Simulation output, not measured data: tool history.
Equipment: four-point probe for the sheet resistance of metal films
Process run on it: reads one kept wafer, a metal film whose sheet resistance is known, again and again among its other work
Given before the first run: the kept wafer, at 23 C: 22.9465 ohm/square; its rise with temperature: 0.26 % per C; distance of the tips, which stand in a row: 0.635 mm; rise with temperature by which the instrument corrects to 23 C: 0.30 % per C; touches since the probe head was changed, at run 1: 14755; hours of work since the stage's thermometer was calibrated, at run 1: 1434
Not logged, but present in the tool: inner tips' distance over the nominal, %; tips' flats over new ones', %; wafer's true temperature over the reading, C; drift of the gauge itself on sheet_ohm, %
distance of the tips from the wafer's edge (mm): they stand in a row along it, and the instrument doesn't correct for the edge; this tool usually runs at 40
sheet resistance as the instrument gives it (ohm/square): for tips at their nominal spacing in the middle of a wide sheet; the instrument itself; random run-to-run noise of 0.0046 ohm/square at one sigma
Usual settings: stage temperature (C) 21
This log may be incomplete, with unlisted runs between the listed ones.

| run | hour | stage temperature (C) | distance of the tips from the wafer's edge (mm) | touches since the probe head was changed | hours of work since the stage's thermometer was calibrated | sheet resistance as the instrument gives it (ohm/square) |
|---|---|---|---|---|---|---|
| 1 | 0.0 | 21 | 40 | 14755 | 1434 | 22.944289 |
| 2 | 22.1 | 21 | 8 | 15093 | 1444 | 23.024792 |
| 3 | 54.8 | 21 | 8 | 15594 | 1459 | 23.018249 |
| 4 | 87.0 | 21 | 8 | 16086 | 1474 | 23.019778 |
| 5 | 122.1 | 21 | 40 | 16622 | 1490 | 22.951227 |
| 6 | 157.8 | 21 | 40 | 17168 | 1506 | 22.949333 |
| 7 | 190.8 | 21 | 40 | 17673 | 1521 | 22.947262 |
| 8 | 223.9 | 30 | 40 | 18180 | 1537 | 22.885203 |
| 9 | 258.1 | 21 | 65 | 18703 | 1553 | 22.951131 |
| 10 | 275.2 | 21 | 65 | 18963 | 1560 | 22.950918 |
| 11 | 311.9 | 21 | 65 | 19526 | 1577 | 22.952612 |
| 12 | 332.8 | 21 | 65 | 19844 | 1587 | 22.956514 |
| 13 | 357.3 | 21 | 65 | 20219 | 1598 | 22.952741 |
| 14 | 387.0 | 21 | 65 | 20674 | 1612 | 22.965962 |
| 15 | 421.5 | 21 | 65 | 21202 | 1628 | 22.957049 |
| 16 | 442.9 | 21 | 40 | 21529 | 1638 | 22.966665 |
| 17 | 460.1 | 21 | 40 | 21791 | 1646 | 22.968705 |
| 18 | 492.9 | 19 | 40 | 22294 | 1661 | 22.989557 |
| 19 | 518.3 | 19 | 40 | 22682 | 1672 | 22.977973 |
| 20 | 539.6 | 21 | 9 | 23007 | 1682 | 23.025787 |
| 21 | 560.2 | 21 | 9 | 23323 | 1692 | 23.019806 |
| 22 | 577.9 | 21 | 9 | 23594 | 1700 | 23.039622 |
| 23 | 607.4 | 21 | 9 | 24044 | 1713 | 23.032822 |
| 24 | 631.5 | 32 | 36 | 24413 | 1724 | 22.881484 |
| 25 | 659.1 | 32 | 36 | 24836 | 1737 | 22.875162 |
| 26 | 692.7 | 27 | 6 | 25349 | 1753 | 23.054699 |
| 27 | 709.3 | 21 | 20 | 25603 | 1760 | 22.985166 |
| 28 | 742.7 | 21 | 20 | 26114 | 1776 | 22.986801 |
| 29 | 768.3 | 27 | 46 | 26505 | 1788 | 22.918710 |
| 30 | 799.0 | 32 | 32 | 26975 | 1802 | 22.883854 |
| 31 | 826.5 | 22 | 49 | 27396 | 1814 | 22.974693 |
| 32 | 848.0 | 22 | 49 | 27724 | 1824 | 22.975162 |
| 33 | 865.9 | 22 | 49 | 27997 | 1832 | 22.980059 |
| 34 | 890.1 | 22 | 49 | 28368 | 1844 | 22.974726 |
| 35 | 919.5 | 22 | 49 | 28817 | 1857 | 22.970990 |
| 36 | 957.5 | 29 | 68 | 29399 | 1875 | 22.906749 |
| 37 | 986.5 | 31 | 23 | 29842 | 1888 | 22.918653 |
| 38 | 1021.9 | 31 | 23 | 30383 | 1904 | 22.917601 |
| 39 | 1041.8 | 31 | 23 | 30687 | 1913 | 22.916607 |
| 40 | 1065.4 | 27 | 10 | 31049 | 1924 | 22.991447 |
| 41 | 1090.9 | 32 | 20 | 31439 | 1936 | 22.914020 |
| 42 | 1112.9 | 32 | 20 | 31776 | 1946 | 22.911710 |
| 43 | 1138.0 | 21 | 41 | 32159 | 1958 | 22.999284 |
| 44 | 1154.0 | 24 | 12 | 32404 | 1965 | 23.010009 |

Forecast each of these 3 alternatives for the next run:
| A | 1169.6 | 21 | 44 | 32643 | 1972 | ? |
| B | 1169.6 | 24 | 11 | 32643 | 1972 | ? |
| C | 1169.6 | 32 | 40 | 32643 | 1972 | ? |

| run | sheet resistance as the instrument gives it (ohm/square) |
|---|---|
| A | 23.004598 |
| B | 23.016609 |
| C | 22.901701 |
Without the tool's hidden state the same runs would have given:
| run | sheet resistance as the instrument gives it (ohm/square) |
|---|---|
| A | 22.970480 |
| B | 22.982726 |
| C | 22.868636 |

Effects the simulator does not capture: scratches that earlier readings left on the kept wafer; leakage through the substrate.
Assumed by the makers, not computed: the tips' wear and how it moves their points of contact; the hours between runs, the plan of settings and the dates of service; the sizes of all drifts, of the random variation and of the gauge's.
